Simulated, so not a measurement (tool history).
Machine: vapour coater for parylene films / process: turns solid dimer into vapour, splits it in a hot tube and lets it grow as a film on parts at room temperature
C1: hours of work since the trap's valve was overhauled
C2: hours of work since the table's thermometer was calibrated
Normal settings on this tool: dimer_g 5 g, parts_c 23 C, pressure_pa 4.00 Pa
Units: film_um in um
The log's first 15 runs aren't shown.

Run 16, day 11.521: usual settings; C1 289; C2 722. Result: film_um 2.87 um.
Run 17, day 12.254: usual settings but dimer_g 3 g, parts_c 16 C; C1 300; C2 734. Result: film_um 2.04 um.
Run 18, day 12.808: usual settings but dimer_g 3 g, parts_c 16 C; C1 309; C2 743. Result: film_um 2.01 um.
Run 19, day 13.300: usual settings but dimer_g 3 g, parts_c 16 C; C1 317; C2 750. Result: film_um 2.02 um.
Run 20, day 13.771: usual settings but dimer_g 3 g, parts_c 27 C, pressure_pa 3.58 Pa; C1 324; C2 758. Result: film_um 1.61 um.
Run 21, day 14.512: usual settings but dimer_g 3 g, parts_c 27 C, pressure_pa 3.58 Pa; C1 336; C2 770. Result: film_um 1.56 um.
At day 15.133: trap's valve overhauled.
Run 22, day 15.188: usual settings but parts_c 19 C, pressure_pa 2.73 Pa; C1 1; C2 778. Result: film_um 3.28 um.
Run 23, day 15.912: usual settings but dimer_g 4 g, parts_c 30 C, pressure_pa 4.39 Pa; C1 12; C2 789. Result: film_um 1.94 um.
Run 24, day 16.867: usual settings but parts_c 17 C, pressure_pa 8.49 Pa; C1 28; C2 805. Result: film_um 3.01 um.
Run 25, day 17.567: usual settings but parts_c 16 C, pressure_pa 3.56 Pa; C1 39; C2 816. Result: film_um 3.44 um.
Run 26, day 18.192: usual settings but dimer_g 6 g, parts_c 18 C, pressure_pa 6.05 Pa; C1 49; C2 826. Result: film_um 3.72 um.
Run 27, day 18.821: usual settings but dimer_g 6 g, parts_c 34 C, pressure_pa 2.16 Pa; C1 59; C2 836. Result: film_um 2.86 um.

What does the tool deliver on the next run?
Run 28, day 19.588: usual settings but dimer_g 9 g, parts_c 33 C, pressure_pa 3.40 Pa; C1 71; C2 848. Result: film_um ?.

{"run 28": {"film_um": 4.15}}
Take away the tool's hidden state, keep the run-to-run variation as it was, and the same run would have given film_um 4.15 um.
